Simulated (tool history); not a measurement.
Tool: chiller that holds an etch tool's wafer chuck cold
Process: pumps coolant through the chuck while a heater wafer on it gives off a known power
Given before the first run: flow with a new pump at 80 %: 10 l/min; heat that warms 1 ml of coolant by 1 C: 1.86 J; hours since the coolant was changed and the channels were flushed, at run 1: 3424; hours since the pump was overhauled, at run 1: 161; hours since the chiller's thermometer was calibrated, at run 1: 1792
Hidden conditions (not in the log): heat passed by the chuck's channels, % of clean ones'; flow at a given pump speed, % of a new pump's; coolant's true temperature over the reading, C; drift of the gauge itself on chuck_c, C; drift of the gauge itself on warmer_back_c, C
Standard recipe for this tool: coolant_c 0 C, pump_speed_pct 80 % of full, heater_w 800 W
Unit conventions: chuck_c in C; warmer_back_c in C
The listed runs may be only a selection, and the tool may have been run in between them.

run,hour,coolant_c,pump_speed_pct,heater_w,hours since the coolant was changed and the channels were flushed,hours since the pump was overhauled,hours since the chiller's thermometer was calibrated,chuck_c,warmer_back_c
1,0,0,80,800,3424,161,1792,5.68,2.59
2,137.5,0,67,800,3561,298,1930,6.65,3.1
3,268.8,0,80,572,3693,429,2061,4.16,1.88
4,382.4,0,80,572,3806,543,2175,4.03,1.85
5,540,0,80,572,3964,701,2332,4.05,1.88
6,624.1,0,80,572,4048,785,2416,4.02,1.85
7,720.3,0,80,572,4144,881,2512,3.95,1.86
8,810.6,0,80,572,4235,971,2603,4,1.91
9,905.4,0,80,800,4329,1066,2698,5.75,2.64
10,996.4,0,80,800,4420,1157,2789,5.69,2.64
11,1097.5,8,80,596,4521,1258,2890,12.28,1.97
12,1256.7,0,75,596,4681,1417,3049,4.45,2.04
13,1357.1,8,67,596,4781,1518,3149,12.79,2.36
14,1467.1,0,80,404,4891,1628,3259,2.7,1.35
15,1604.2,8,79,874,5028,1765,3396,14.52,2.95
16,1679.2,2,79,403,5103,1840,3471,4.73,1.36
# hour 1753.7: chiller's thermometer calibrated
17,1794.1,2,79,403,5217,1954,40,5.22,1.39
18,1959,2,79,403,5382,2119,205,5.19,1.34

4 ways to go on from here, each from the tool as it stands after run 18. What would each give?
# hour 1972.9: coolant changed, channels flushed
A,2064.5,6,70,574,92,2218,305,?,?
# hour 1972.9: coolant changed, channels flushed
B,2064.5,0,60,1088,92,2218,305,?,?
# hour 1972.9: coolant changed, channels flushed
C,2064.5,-6,97,721,92,2218,305,?,?
# hour 1972.9: coolant changed, channels flushed
D,2064.5,-2,94,597,92,2218,305,?,?

run,chuck_c,warmer_back_c
A,10.59,2.17
B,9.85,4.82
C,-1.43,1.97
D,1.82,1.7
Stripped of hidden state, with their random variation kept, the same runs would have yielded:
run,chuck_c,warmer_back_c
A,10.47,2.1
B,9.56,4.67
C,-1.55,1.91
D,1.72,1.65
